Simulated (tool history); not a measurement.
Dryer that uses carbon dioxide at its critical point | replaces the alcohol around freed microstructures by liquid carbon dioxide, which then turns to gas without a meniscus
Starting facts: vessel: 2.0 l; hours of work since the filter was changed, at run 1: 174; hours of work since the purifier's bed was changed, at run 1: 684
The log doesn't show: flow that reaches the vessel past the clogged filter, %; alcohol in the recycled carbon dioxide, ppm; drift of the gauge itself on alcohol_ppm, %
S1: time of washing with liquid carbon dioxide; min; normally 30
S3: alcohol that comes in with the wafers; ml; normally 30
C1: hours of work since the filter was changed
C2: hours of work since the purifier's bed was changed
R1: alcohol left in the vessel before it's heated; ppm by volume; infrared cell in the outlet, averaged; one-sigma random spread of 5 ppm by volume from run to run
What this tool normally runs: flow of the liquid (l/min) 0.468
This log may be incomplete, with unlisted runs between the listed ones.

{"run": 1, "hour": 0.0, "S1": 30, "flow of the liquid (l/min)": 0.468, "S3": 30, "C1": 174, "C2": 684, "R1": 122}
{"run": 2, "hour": 24.4, "S1": 30, "flow of the liquid (l/min)": 0.468, "S3": 30, "C1": 193, "C2": 703, "R1": 141}
{"run": 3, "hour": 40.2, "S1": 30, "flow of the liquid (l/min)": 0.468, "S3": 30, "C1": 206, "C2": 715, "R1": 146}
{"run": 4, "hour": 63.7, "S1": 21, "flow of the liquid (l/min)": 0.468, "S3": 30, "C1": 224, "C2": 734, "R1": 310}
{"run": 5, "hour": 84.2, "S1": 21, "flow of the liquid (l/min)": 0.468, "S3": 30, "C1": 240, "C2": 750, "R1": 324}
{"run": 6, "hour": 105.9, "S1": 30, "flow of the liquid (l/min)": 0.468, "S3": 30, "C1": 258, "C2": 767, "R1": 152}
{"run": 7, "hour": 129.2, "S1": 30, "flow of the liquid (l/min)": 0.468, "S3": 30, "C1": 276, "C2": 786, "R1": 138}
{"hour": 141.1, "done": "inlet filter changed"}
{"run": 8, "hour": 151.8, "S1": 30, "flow of the liquid (l/min)": 0.488, "S3": 30, "C1": 8, "C2": 803, "R1": 122}
{"run": 9, "hour": 169.4, "S1": 30, "flow of the liquid (l/min)": 0.566, "S3": 30, "C1": 22, "C2": 817, "R1": 121}
{"run": 10, "hour": 179.5, "S1": 30, "flow of the liquid (l/min)": 0.468, "S3": 30, "C1": 30, "C2": 825, "R1": 134}
{"run": 11, "hour": 197.1, "S1": 30, "flow of the liquid (l/min)": 0.468, "S3": 30, "C1": 44, "C2": 838, "R1": 144}
{"run": 12, "hour": 211.9, "S1": 30, "flow of the liquid (l/min)": 0.468, "S3": 30, "C1": 56, "C2": 850, "R1": 140}
{"run": 13, "hour": 234.4, "S1": 21, "flow of the liquid (l/min)": 0.468, "S3": 30, "C1": 74, "C2": 868, "R1": 258}
{"run": 14, "hour": 254.1, "S1": 30, "flow of the liquid (l/min)": 0.468, "S3": 30, "C1": 89, "C2": 883, "R1": 150}
{"run": 15, "hour": 277.1, "S1": 21, "flow of the liquid (l/min)": 0.573, "S3": 110, "C1": 107, "C2": 901, "R1": 338}
{"run": 16, "hour": 301.2, "S1": 22, "flow of the liquid (l/min)": 0.725, "S3": 50, "C1": 126, "C2": 920, "R1": 150}
{"run": 17, "hour": 313.4, "S1": 40, "flow of the liquid (l/min)": 0.519, "S3": 50, "C1": 136, "C2": 930, "R1": 134}
{"run": 18, "hour": 323.6, "S1": 20, "flow of the liquid (l/min)": 0.292, "S3": 57, "C1": 144, "C2": 938, "R1": 2024}
{"run": 19, "hour": 338.4, "S1": 20, "flow of the liquid (l/min)": 0.292, "S3": 57, "C1": 156, "C2": 950, "R1": 1972}
{"run": 20, "hour": 349.5, "S1": 18, "flow of the liquid (l/min)": 0.527, "S3": 32, "C1": 164, "C2": 958, "R1": 344}
{"run": 21, "hour": 363.5, "S1": 28, "flow of the liquid (l/min)": 0.468, "S3": 30, "C1": 175, "C2": 970, "R1": 180}
{"hour": 371.1, "done": "purifier's bed changed"}
{"run": 22, "hour": 382.4, "S1": 20, "flow of the liquid (l/min)": 0.476, "S3": 30, "C1": 188, "C2": 9, "R1": 215}
{"run": 23, "hour": 403.5, "S1": 37, "flow of the liquid (l/min)": 0.774, "S3": 30, "C1": 204, "C2": 26, "R1": 15}
{"run": 24, "hour": 418.6, "S1": 23, "flow of the liquid (l/min)": 0.321, "S3": 22, "C1": 216, "C2": 37, "R1": 401}
{"run": 25, "hour": 443.1, "S1": 22, "flow of the liquid (l/min)": 0.335, "S3": 21, "C1": 236, "C2": 57, "R1": 425}
{"run": 26, "hour": 453.8, "S1": 20, "flow of the liquid (l/min)": 0.376, "S3": 76, "C1": 244, "C2": 65, "R1": 1405}

Forecast run 27:
{"run": 27, "hour": 474.2, "S1": 30, "flow of the liquid (l/min)": 0.468, "S3": 22, "C1": 260, "C2": 81, "R1": "?"}

For run 27 the tool returned R1 41 ppm by volume.
On a tool with no hidden condition, and with the same random variation, this run would have come out at R1 15 ppm by volume.
